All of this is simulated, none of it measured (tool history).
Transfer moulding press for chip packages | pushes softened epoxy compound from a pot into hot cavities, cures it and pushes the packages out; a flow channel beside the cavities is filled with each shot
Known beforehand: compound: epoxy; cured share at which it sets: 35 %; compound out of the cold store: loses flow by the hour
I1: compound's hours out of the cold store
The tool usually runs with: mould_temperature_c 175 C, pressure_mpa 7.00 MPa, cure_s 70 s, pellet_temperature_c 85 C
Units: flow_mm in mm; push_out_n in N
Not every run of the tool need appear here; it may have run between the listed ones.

{"run": 1, "hour": 0.0, "mould_temperature_c": 175, "pressure_mpa": 7.0, "cure_s": 70, "pellet_temperature_c": 85, "I1": 31.9, "flow_mm": 671, "push_out_n": 593}
{"hour": 39.3, "done": "cavities cleaned with cleaning compound and waxed"}
{"run": 2, "hour": 67.5, "mould_temperature_c": 175, "pressure_mpa": 7.0, "cure_s": 70, "pellet_temperature_c": 85, "I1": 27.4, "flow_mm": 671, "push_out_n": 1042}
{"hour": 80.1, "done": "cavities cleaned with cleaning compound and waxed"}
{"hour": 119.5, "done": "cavities cleaned with cleaning compound and waxed"}
{"run": 3, "hour": 134.4, "mould_temperature_c": 175, "pressure_mpa": 6.29, "cure_s": 70, "pellet_temperature_c": 85, "I1": 21.7, "flow_mm": 627, "push_out_n": 841}
{"hour": 157.9, "done": "cavities cleaned with cleaning compound and waxed"}
{"hour": 196.9, "done": "cavities cleaned with cleaning compound and waxed"}
{"run": 4, "hour": 196.9, "mould_temperature_c": 175, "pressure_mpa": 6.29, "cure_s": 70, "pellet_temperature_c": 85, "I1": 21.4, "flow_mm": 634, "push_out_n": 554}
{"hour": 242.1, "done": "plunger's sealing rings changed"}
{"hour": 243.6, "done": "cavities cleaned with cleaning compound and waxed"}
{"run": 5, "hour": 279.2, "mould_temperature_c": 175, "pressure_mpa": 6.29, "cure_s": 70, "pellet_temperature_c": 83, "I1": 47.4, "flow_mm": 621, "push_out_n": 1077}
{"hour": 287.6, "done": "cavities cleaned with cleaning compound and waxed"}
{"hour": 326.6, "done": "cavities cleaned with cleaning compound and waxed"}
{"run": 6, "hour": 351.9, "mould_temperature_c": 175, "pressure_mpa": 6.29, "cure_s": 70, "pellet_temperature_c": 83, "I1": 47.6, "flow_mm": 603, "push_out_n": 1021}
{"hour": 365.5, "done": "cavities cleaned with cleaning compound and waxed"}
{"hour": 403.7, "done": "cavities cleaned with cleaning compound and waxed"}
{"run": 7, "hour": 409.2, "mould_temperature_c": 175, "pressure_mpa": 6.29, "cure_s": 70, "pellet_temperature_c": 83, "I1": 8.1, "flow_mm": 660, "push_out_n": 743}
{"hour": 446.5, "done": "cavities cleaned with cleaning compound and waxed"}
{"run": 8, "hour": 455.5, "mould_temperature_c": 175, "pressure_mpa": 7.0, "cure_s": 70, "pellet_temperature_c": 85, "I1": 40.2, "flow_mm": 634, "push_out_n": 781}
{"hour": 491.7, "done": "cavities cleaned with cleaning compound and waxed"}
{"run": 9, "hour": 520.5, "mould_temperature_c": 175, "pressure_mpa": 7.0, "cure_s": 70, "pellet_temperature_c": 85, "I1": 37.5, "flow_mm": 638, "push_out_n": 1029}
{"hour": 536.1, "done": "plunger's sealing rings changed"}
{"hour": 537.6, "done": "cavities cleaned with cleaning compound and waxed"}
{"hour": 579.2, "done": "mould's thermocouples calibrated"}
{"hour": 580.7, "done": "cavities cleaned with cleaning compound and waxed"}
{"run": 10, "hour": 587.2, "mould_temperature_c": 175, "pressure_mpa": 7.0, "cure_s": 70, "pellet_temperature_c": 85, "I1": 37.6, "flow_mm": 654, "push_out_n": 758}
{"hour": 623.9, "done": "cavities cleaned with cleaning compound and waxed"}
{"hour": 667.4, "done": "cavities cleaned with cleaning compound and waxed"}
{"run": 11, "hour": 673.7, "mould_temperature_c": 175, "pressure_mpa": 7.0, "cure_s": 70, "pellet_temperature_c": 85, "I1": 43.0, "flow_mm": 640, "push_out_n": 736}
{"hour": 709.9, "done": "cavities cleaned with cleaning compound and waxed"}
{"run": 12, "hour": 725.5, "mould_temperature_c": 175, "pressure_mpa": 7.0, "cure_s": 70, "pellet_temperature_c": 85, "I1": 8.7, "flow_mm": 698, "push_out_n": 932}
{"hour": 750.4, "done": "cavities cleaned with cleaning compound and waxed"}
{"hour": 792.4, "done": "cavities cleaned with cleaning compound and waxed"}
{"run": 13, "hour": 799.0, "mould_temperature_c": 175, "pressure_mpa": 7.63, "cure_s": 73, "pellet_temperature_c": 85, "I1": 37.6, "flow_mm": 659, "push_out_n": 712}
{"hour": 830.6, "done": "plunger's sealing rings changed"}
{"hour": 837.9, "done": "cavities cleaned with cleaning compound and waxed"}
{"run": 14, "hour": 849.8, "mould_temperature_c": 175, "pressure_mpa": 7.0, "cure_s": 78, "pellet_temperature_c": 85, "I1": 41.3, "flow_mm": 658, "push_out_n": 664}
{"hour": 880.7, "done": "cavities cleaned with cleaning compound and waxed"}
{"hour": 922.5, "done": "cavities cleaned with cleaning compound and waxed"}
{"run": 15, "hour": 953.5, "mould_temperature_c": 175, "pressure_mpa": 5.21, "cure_s": 70, "pellet_temperature_c": 85, "I1": 44.7, "flow_mm": 558, "push_out_n": 997}
{"hour": 963.7, "done": "cavities cleaned with cleaning compound and waxed"}
{"hour": 1005.0, "done": "cavities cleaned with cleaning compound and waxed"}
{"hour": 1045.7, "done": "cavities cleaned with cleaning compound and waxed"}
{"run": 16, "hour": 1057.0, "mould_temperature_c": 175, "pressure_mpa": 5.97, "cure_s": 85, "pellet_temperature_c": 81, "I1": 46.5, "flow_mm": 581, "push_out_n": 601}
{"hour": 1088.2, "done": "cavities cleaned with cleaning compound and waxed"}
{"hour": 1121.1, "done": "plunger's sealing rings changed"}
{"hour": 1129.0, "done": "cavities cleaned with cleaning compound and waxed"}
{"run": 17, "hour": 1141.3, "mould_temperature_c": 175, "pressure_mpa": 8.59, "cure_s": 70, "pellet_temperature_c": 82, "I1": 14.1, "flow_mm": 770, "push_out_n": 861}
{"hour": 1173.4, "done": "cavities cleaned with cleaning compound and waxed"}
{"hour": 1213.4, "done": "cavities cleaned with cleaning compound and waxed"}
{"run": 18, "hour": 1232.4, "mould_temperature_c": 175, "pressure_mpa": 5.74, "cure_s": 68, "pellet_temperature_c": 83, "I1": 34.8, "flow_mm": 596, "push_out_n": 948}
{"hour": 1257.6, "done": "cavities cleaned with cleaning compound and waxed"}
{"run": 19, "hour": 1287.1, "mould_temperature_c": 168, "pressure_mpa": 5.36, "cure_s": 68, "pellet_temperature_c": 91, "I1": 37.9, "flow_mm": 578, "push_out_n": 1670}
{"hour": 1295.3, "done": "cavities cleaned with cleaning compound and waxed"}
{"run": 20, "hour": 1331.3, "mould_temperature_c": 168, "pressure_mpa": 5.36, "cure_s": 68, "pellet_temperature_c": 91, "I1": 21.6, "flow_mm": 593, "push_out_n": 1686}
{"hour": 1339.2, "done": "cavities cleaned with cleaning compound and waxed"}
{"hour": 1384.1, "done": "cavities cleaned with cleaning compound and waxed"}
{"hour": 1411.2, "done": "plunger's sealing rings changed"}
{"hour": 1428.1, "done": "cavities cleaned with cleaning compound and waxed"}
{"run": 21, "hour": 1437.2, "mould_temperature_c": 175, "pressure_mpa": 6.12, "cure_s": 70, "pellet_temperature_c": 85, "I1": 37.9, "flow_mm": 617, "push_out_n": 760}
{"hour": 1468.5, "done": "cavities cleaned with cleaning compound and waxed"}
{"hour": 1479.6, "done": "mould's thermocouples calibrated"}
{"hour": 1511.2, "done": "cavities cleaned with cleaning compound and waxed"}
{"run": 22, "hour": 1531.9, "mould_temperature_c": 170, "pressure_mpa": 6.74, "cure_s": 59, "pellet_temperature_c": 85, "I1": 36.7, "flow_mm": 657, "push_out_n": 2089}
{"hour": 1552.6, "done": "cavities cleaned with cleaning compound and waxed"}
{"run": 23, "hour": 1586.3, "mould_temperature_c": 170, "pressure_mpa": 6.74, "cure_s": 59, "pellet_temperature_c": 85, "I1": 21.6, "flow_mm": 666, "push_out_n": 2354}
{"hour": 1596.9, "done": "cavities cleaned with cleaning compound and waxed"}
{"hour": 1638.7, "done": "cavities cleaned with cleaning compound and waxed"}
{"run": 24, "hour": 1649.3, "mould_temperature_c": 170, "pressure_mpa": 6.74, "cure_s": 59, "pellet_temperature_c": 85, "I1": 19.5, "flow_mm": 674, "push_out_n": 1874}

What if the next run were any one of these 4? Each begins from the tool's condition after run 24:
{"hour": 1678.4, "done": "cavities cleaned with cleaning compound and waxed"}
{"hour": 1706.8, "done": "plunger's sealing rings changed"}
{"hour": 1719.2, "done": "cavities cleaned with cleaning compound and waxed"}
{"run": "A", "hour": 1753.0, "mould_temperature_c": 177, "pressure_mpa": 7.0, "cure_s": 58, "pellet_temperature_c": 89, "I1": 45.1, "flow_mm": "?", "push_out_n": "?"}
{"hour": 1678.4, "done": "cavities cleaned with cleaning compound and waxed"}
{"hour": 1706.8, "done": "plunger's sealing rings changed"}
{"hour": 1719.2, "done": "cavities cleaned with cleaning compound and waxed"}
{"run": "B", "hour": 1753.0, "mould_temperature_c": 180, "pressure_mpa": 7.0, "cure_s": 70, "pellet_temperature_c": 85, "I1": 28.4, "flow_mm": "?", "push_out_n": "?"}
{"hour": 1678.4, "done": "cavities cleaned with cleaning compound and waxed"}
{"hour": 1706.8, "done": "plunger's sealing rings changed"}
{"hour": 1719.2, "done": "cavities cleaned with cleaning compound and waxed"}
{"run": "C", "hour": 1753.0, "mould_temperature_c": 175, "pressure_mpa": 7.0, "cure_s": 53, "pellet_temperature_c": 85, "I1": 14.6, "flow_mm": "?", "push_out_n": "?"}
{"hour": 1678.4, "done": "cavities cleaned with cleaning compound and waxed"}
{"hour": 1706.8, "done": "plunger's sealing rings changed"}
{"hour": 1719.2, "done": "cavities cleaned with cleaning compound and waxed"}
{"run": "D", "hour": 1753.0, "mould_temperature_c": 177, "pressure_mpa": 7.53, "cure_s": 59, "pellet_temperature_c": 83, "I1": 22.5, "flow_mm": "?", "push_out_n": "?"}

run=A flow_mm=642 push_out_n=1445
run=B flow_mm=663 push_out_n=847
run=C flow_mm=697 push_out_n=2384
run=D flow_mm=705 push_out_n=1503
The same runs, with their run-to-run variation unchanged, on a tool lacking any hidden condition would have given:
run=A flow_mm=650 push_out_n=778
run=B flow_mm=671 push_out_n=448
run=C flow_mm=705 push_out_n=1279
run=D flow_mm=713 push_out_n=810

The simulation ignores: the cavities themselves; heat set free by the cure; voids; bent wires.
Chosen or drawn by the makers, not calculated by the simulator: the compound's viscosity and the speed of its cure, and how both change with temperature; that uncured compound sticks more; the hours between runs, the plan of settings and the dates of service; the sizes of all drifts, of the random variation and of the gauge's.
